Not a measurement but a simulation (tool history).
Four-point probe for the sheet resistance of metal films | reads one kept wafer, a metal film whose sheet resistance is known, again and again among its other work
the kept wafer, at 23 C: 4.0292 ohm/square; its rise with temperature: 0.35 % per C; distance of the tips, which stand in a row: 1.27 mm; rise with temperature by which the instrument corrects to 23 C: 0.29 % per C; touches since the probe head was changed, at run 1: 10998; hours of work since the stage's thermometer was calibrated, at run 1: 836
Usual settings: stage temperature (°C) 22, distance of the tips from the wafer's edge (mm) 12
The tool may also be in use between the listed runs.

run     day  stage temperature (°C)  distance of the tips from the wafer's edge (mm)  touches since the probe head was changed  hours of work since the stage's thermometer was calibrated  sheet resistance as the instrument gives it (ohm/square)
  1       0                      22                                               12                                     10998                                                         836                                                  4.038012
  2   0.567                      22                                               12                                     11310                                                         843                                                  4.039453
  3   1.183                      22                                               33                                     11648                                                         851                                                  4.018727
  4   1.538                      22                                               33                                     11842                                                         855                                                   4.01827
  5   1.904                      22                                               23                                     12044                                                         859                                                  4.020562
  6   2.504                      22                                               23                                     12375                                                         867                                                  4.021663
  7   2.904                      22                                               23                                     12593                                                         872                                                  4.021355
  8   3.575                      22                                               23                                     12963                                                         880                                                  4.020132
  9   4.121                      22                                               23                                     13263                                                         887                                                  4.019899
 10   4.842                      30                                               12                                     13659                                                         895                                                  4.054911
 11   5.267                      30                                               12                                     13892                                                         901                                                  4.054609
 12   5.696                      30                                               12                                     14127                                                         906                                                  4.055312
 13   6.254                      22                                               12                                     14434                                                         913                                                  4.037181
       6.35  -- stage's thermometer calibrated
 14     6.9                      22                                               15                                     14778                                                           7                                                  4.029489
 15   7.567                      22                                               12                                     15143                                                          15                                                  4.036422
 16   7.967                      22                                               12                                     15364                                                          20                                                  4.036765
 17   8.658                      22                                               12                                     15745                                                          28                                                  4.037266
 18   9.367                      32                                               21                                     16134                                                          37                                                  4.042461
 19   9.846                      32                                               21                                     16397                                                          43                                                  4.040298
      9.988  -- stage's thermometer calibrated, once more
 20  10.471                      31                                               31                                     16728                                                           6                                                  4.040439

The next listed run, before its measurement:
 21  11.192                      31                                               31                                     17125                                                          15                                                         ?

sheet resistance as the instrument gives it (ohm/square): 4.039486
Without the tool's hidden state the same run would have given sheet resistance as the instrument gives it (ohm/square) 4.049396.
